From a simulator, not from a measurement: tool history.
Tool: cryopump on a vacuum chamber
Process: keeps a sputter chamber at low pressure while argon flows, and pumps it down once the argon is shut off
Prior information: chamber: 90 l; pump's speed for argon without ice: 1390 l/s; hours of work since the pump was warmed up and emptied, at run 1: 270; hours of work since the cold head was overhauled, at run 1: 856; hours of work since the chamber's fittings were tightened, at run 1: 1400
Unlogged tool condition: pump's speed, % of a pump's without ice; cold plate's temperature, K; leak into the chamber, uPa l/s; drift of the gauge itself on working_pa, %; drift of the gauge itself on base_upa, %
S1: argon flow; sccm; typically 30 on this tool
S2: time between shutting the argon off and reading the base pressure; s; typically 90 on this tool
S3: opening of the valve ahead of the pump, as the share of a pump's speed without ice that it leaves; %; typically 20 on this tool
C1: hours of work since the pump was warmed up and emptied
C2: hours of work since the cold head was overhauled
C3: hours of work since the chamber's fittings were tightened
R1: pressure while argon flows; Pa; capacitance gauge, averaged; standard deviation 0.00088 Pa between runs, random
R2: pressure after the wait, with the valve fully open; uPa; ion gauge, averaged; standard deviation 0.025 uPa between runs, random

run	hour	S1	S2	S3	C1	C2	C3	R1	R2
1	0	30	90	20	270	856	1400	0.1868	1.48
2	32.6	13	90	20	297	884	1428	0.0818	1.52
3	65.8	13	90	20	325	912	1456	0.0808	1.5
4	125.1	25	90	20	375	962	1506	0.1563	1.59
5	153.5	25	90	20	399	986	1530	0.1597	1.59
6	207.9	25	90	19	445	1032	1576	0.167	1.73
7	257.5	25	90	19	487	1073	1617	0.1689	1.67
# hour 291.8: pump warmed up, emptied and cooled again
8	327	25	90	19	30	1128	1672	0.1609	1.49
9	388.2	25	90	19	81	1179	1723	0.1607	1.53
10	425.9	25	90	19	113	1211	1755	0.1624	1.64
11	475.9	25	90	19	155	1253	1797	0.1627	1.57
12	533.5	25	90	19	204	1302	1846	0.1636	1.65
13	566.6	25	90	19	232	1330	1874	0.1643	1.62
14	601.4	25	90	41	261	1359	1903	0.0773	1.63
15	643	25	90	41	296	1394	1938	0.0781	1.79
16	694.3	17	90	41	339	1437	1981	0.0552	1.73
17	762.7	17	90	41	397	1495	2039	0.0549	1.84
18	802.1	12	85	32	430	1528	2072	0.0492	1.81
19	846.9	12	85	32	468	1566	2110	0.0498	1.85
20	893.7	30	191	24	507	1605	2149	0.163	1.49
# hour 904.1: pump warmed up, emptied and cooled again
21	929.3	53	101	51	21	1631	2175	0.1288	1.59
22	957.7	37	90	21	45	1655	2199	0.2172	1.71
23	1012.9	37	90	21	92	1702	2246	0.2178	1.73
24	1056.5	40	38	33	128	1738	2282	0.1515	2.8
25	1096.4	40	25	53	162	1772	2316	0.0976	3.81
26	1127.2	40	25	29	188	1798	2342	0.1731	3.91
27	1182.3	27	181	18	234	1844	2388	0.1876	1.44
28	1242	35	27	43	285	1895	2439	0.106	3.73
29	1270.4	35	27	43	309	1919	2463	0.1071	3.77
30	1322.5	35	74	17	353	1963	2507	0.26	2.25
31	1358.3	26	49	17	383	1993	2537	0.1922	2.64
32	1387.4	26	49	17	407	2017	2561	0.1937	2.72
33	1428.9	26	49	17	442	2052	2596	0.1958	2.76

Predict each of these 4 candidate next runs independently; none follows another, all start after run 33:
A	1471.4	44	177	28	478	2088	2632	?	?
B	1471.4	30	68	20	478	2088	2632	?	?
C	1471.4	34	90	26	478	2088	2632	?	?
D	1471.4	26	49	29	478	2088	2632	?	?

run	R1	R2
A	0.207	1.66
B	0.1941	2.38
C	0.1702	2.1
D	0.1182	2.78
The same runs, with their run-to-run variation unchanged, on a tool lacking any hidden condition would have given:
run	R1	R2
A	0.191	0.6
B	0.1831	1.28
C	0.1578	1
D	0.1088	1.67
